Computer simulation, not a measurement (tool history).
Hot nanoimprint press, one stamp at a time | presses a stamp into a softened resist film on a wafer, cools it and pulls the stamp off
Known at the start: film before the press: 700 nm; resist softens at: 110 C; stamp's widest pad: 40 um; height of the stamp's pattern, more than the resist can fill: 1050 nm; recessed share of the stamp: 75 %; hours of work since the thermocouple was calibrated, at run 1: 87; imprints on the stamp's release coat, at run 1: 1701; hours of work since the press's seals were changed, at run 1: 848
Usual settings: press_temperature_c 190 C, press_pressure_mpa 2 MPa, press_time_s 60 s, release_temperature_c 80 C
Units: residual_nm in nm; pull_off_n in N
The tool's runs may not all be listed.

run   hour  press_temperature_c  press_pressure_mpa  press_time_s  release_temperature_c  hours of work since the thermocouple was calibrated  imprints on the stamp's release coat  hours of work since the press's seals were changed  residual_nm  pull_off_n
  1      0                  190                   2            60                     80                                                   87                                  1701                                                 848        313.2         123
  2   28.3                  190                   2            60                     80                                                  104                                  1783                                                 866        309.5         124
  3   59.4                  190                   2            60                     80                                                  124                                  1873                                                 885        314.9         121
  4   87.8                  190                   2            60                     80                                                  141                                  1955                                                 902        313.4         130
  5  106.3                  190                   2            60                     80                                                  152                                  2008                                                 914        312.4         127
  6  121.1                  190                   2            60                     80                                                  162                                  2051                                                 923        310.7         132
  7  143.5                  190                   2            60                     85                                                  175                                  2116                                                 937        316.9         111
  8  172.1                  190                   2            60                     85                                                  193                                  2199                                                 954        314.5         113
     196.4  -- stamp cleaned and given a new release coat
  9  204.4                  190                 2.5            74                     85                                                  209                                    23                                                 971        265.1          92
     221.9  -- press's hydraulic seals changed and the load cell set to zero
 10  231.6                  190                 2.5            74                     85                                                  221                                    78                                                   6        261.7          90
 11  265.7                  190                1.61            36                     80                                                  242                                   177                                                  27        405.9         107
 12  294.6                  198                2.71            61                     77                                                  260                                   260                                                  45        190.5         123
 13  323.7                  185                   2            38                     80                                                  278                                   344                                                  63        455.2         109
 14  351.4                  187                   2            51                     80                                                  295                                   424                                                  80        382.9         107
 15  371.9                  183                 1.5            56                     77                                                  308                                   484                                                  93        482.1         121

5 ways to go on from here, each from the tool as it stands after run 15. What would each give?
  A  396.6                  183                 1.5            97                     77                                                  323                                   555                                                 108            ?           ?
  B  396.6                  187                 1.5            43                     88                                                  323                                   555                                                 108            ?           ?
  C  396.6                  190                 1.5            56                     80                                                  323                                   555                                                 108            ?           ?
  D  396.6                  192                1.72            56                     77                                                  323                                   555                                                 108            ?           ?
  E  396.6                  190                   2            60                     76                                                  323                                   555                                                 108            ?           ?

run  residual_nm  pull_off_n
  A        412.7         124
  B        451.8          87
  C          369         118
  D        325.1         126
  E        320.6         125
Without the tool's hidden state the same runs would have given:
run  residual_nm  pull_off_n
  A        386.2         112
  B        427.1          78
  C        345.9         107
  D        303.7         114
  E        298.8         114
